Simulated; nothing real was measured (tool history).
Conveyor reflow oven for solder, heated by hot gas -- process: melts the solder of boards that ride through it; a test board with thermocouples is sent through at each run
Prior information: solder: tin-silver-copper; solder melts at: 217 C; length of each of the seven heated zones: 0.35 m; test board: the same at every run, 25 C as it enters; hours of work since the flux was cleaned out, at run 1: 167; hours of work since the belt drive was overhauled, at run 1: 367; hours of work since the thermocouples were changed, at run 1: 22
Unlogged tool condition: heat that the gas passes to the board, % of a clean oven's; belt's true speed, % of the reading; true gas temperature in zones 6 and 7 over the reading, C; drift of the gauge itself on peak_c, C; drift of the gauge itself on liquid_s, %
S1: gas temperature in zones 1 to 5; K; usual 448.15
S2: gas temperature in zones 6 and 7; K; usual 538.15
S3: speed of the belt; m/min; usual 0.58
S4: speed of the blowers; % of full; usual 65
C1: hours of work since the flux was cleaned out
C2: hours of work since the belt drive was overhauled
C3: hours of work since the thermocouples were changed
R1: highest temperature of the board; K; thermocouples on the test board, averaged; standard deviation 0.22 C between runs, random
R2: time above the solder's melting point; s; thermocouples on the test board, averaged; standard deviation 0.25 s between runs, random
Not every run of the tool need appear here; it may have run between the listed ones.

{"run": 1, "day": 0.0, "S1": 448.15, "S2": 538.15, "S3": 0.58, "S4": 65, "C1": 167, "C2": 367, "C3": 22, "R1": 516.15, "R2": 45.2}
{"run": 2, "day": 0.204, "S1": 448.15, "S2": 538.15, "S3": 0.58, "S4": 65, "C1": 169, "C2": 370, "C3": 25, "R1": 515.95, "R2": 45.4}
{"run": 3, "day": 0.45, "S1": 448.15, "S2": 538.15, "S3": 0.58, "S4": 65, "C1": 173, "C2": 373, "C3": 28, "R1": 515.55, "R2": 45.4}
{"run": 4, "day": 0.771, "S1": 448.15, "S2": 538.15, "S3": 0.58, "S4": 65, "C1": 177, "C2": 377, "C3": 33, "R1": 515.65, "R2": 45}
{"run": 5, "day": 1.0, "S1": 448.15, "S2": 537.15, "S3": 0.58, "S4": 65, "C1": 181, "C2": 381, "C3": 36, "R1": 514.45, "R2": 44.1}
{"run": 6, "day": 1.221, "S1": 448.15, "S2": 537.15, "S3": 0.58, "S4": 65, "C1": 184, "C2": 384, "C3": 39, "R1": 514.95, "R2": 44.4}
{"run": 7, "day": 1.604, "S1": 448.15, "S2": 538.15, "S3": 0.58, "S4": 85, "C1": 189, "C2": 389, "C3": 44, "R1": 519.85, "R2": 49.9}
{"run": 8, "day": 1.988, "S1": 448.15, "S2": 538.15, "S3": 0.58, "S4": 65, "C1": 194, "C2": 394, "C3": 50, "R1": 515.45, "R2": 44.7}
{"run": 9, "day": 2.2, "S1": 448.15, "S2": 538.15, "S3": 0.58, "S4": 65, "C1": 197, "C2": 397, "C3": 53, "R1": 515.95, "R2": 44.7}
{"run": 10, "day": 2.442, "S1": 448.15, "S2": 538.15, "S3": 0.58, "S4": 65, "C1": 201, "C2": 401, "C3": 56, "R1": 515.25, "R2": 44.7}
{"run": 11, "day": 2.871, "S1": 448.15, "S2": 538.15, "S3": 0.58, "S4": 65, "C1": 207, "C2": 407, "C3": 62, "R1": 515.35, "R2": 45}
{"run": 12, "day": 3.212, "S1": 448.15, "S2": 538.15, "S3": 0.58, "S4": 65, "C1": 211, "C2": 412, "C3": 67, "R1": 515.65, "R2": 44.6}
{"run": 13, "day": 3.529, "S1": 448.15, "S2": 538.15, "S3": 0.58, "S4": 65, "C1": 216, "C2": 416, "C3": 71, "R1": 515.25, "R2": 44.4}
{"day": 3.767, "done": "flux residue cleaned out of gas plates and filters"}
{"run": 14, "day": 4.038, "S1": 448.15, "S2": 538.15, "S3": 0.58, "S4": 65, "C1": 4, "C2": 420, "C3": 75, "R1": 514.85, "R2": 43.6}
{"run": 15, "day": 4.3, "S1": 448.15, "S2": 547.15, "S3": 0.58, "S4": 65, "C1": 7, "C2": 424, "C3": 79, "R1": 521.95, "R2": 50.4}
{"run": 16, "day": 4.533, "S1": 453.15, "S2": 538.15, "S3": 0.58, "S4": 65, "C1": 11, "C2": 427, "C3": 82, "R1": 515.95, "R2": 46.5}
{"run": 17, "day": 4.883, "S1": 453.15, "S2": 538.15, "S3": 0.58, "S4": 65, "C1": 16, "C2": 432, "C3": 87, "R1": 515.95, "R2": 46.8}
{"run": 18, "day": 5.083, "S1": 438.15, "S2": 538.15, "S3": 0.558, "S4": 51, "C1": 18, "C2": 435, "C3": 90, "R1": 509.45, "R2": 35.2}
{"run": 19, "day": 5.308, "S1": 439.15, "S2": 538.15, "S3": 0.58, "S4": 57, "C1": 22, "C2": 438, "C3": 93, "R1": 510.15, "R2": 34.9}
{"run": 20, "day": 5.488, "S1": 439.15, "S2": 538.15, "S3": 0.58, "S4": 57, "C1": 24, "C2": 440, "C3": 96, "R1": 509.75, "R2": 35.5}
{"day": 5.862, "done": "flux residue cleaned out of gas plates and filters, once more"}
{"run": 21, "day": 6.033, "S1": 443.15, "S2": 529.15, "S3": 0.699, "S4": 53, "C1": 2, "C2": 445, "C3": 100, "R1": 497.85, "R2": 13.5}
{"run": 22, "day": 6.242, "S1": 462.15, "S2": 528.15, "S3": 0.541, "S4": 65, "C1": 5, "C2": 448, "C3": 103, "R1": 513.85, "R2": 54.7}

Predict the results of run 23:
{"run": 23, "day": 6.588, "S1": 451.15, "S2": 540.15, "S3": 0.58, "S4": 65, "C1": 10, "C2": 453, "C3": 108, "R1": "?", "R2": "?"}

R1: 519.55 K
R2: 50.5 s
With the hidden condition absent and the run-to-run variation left alone, this run would have shown R1 519.75 K, R2 50.1 s.
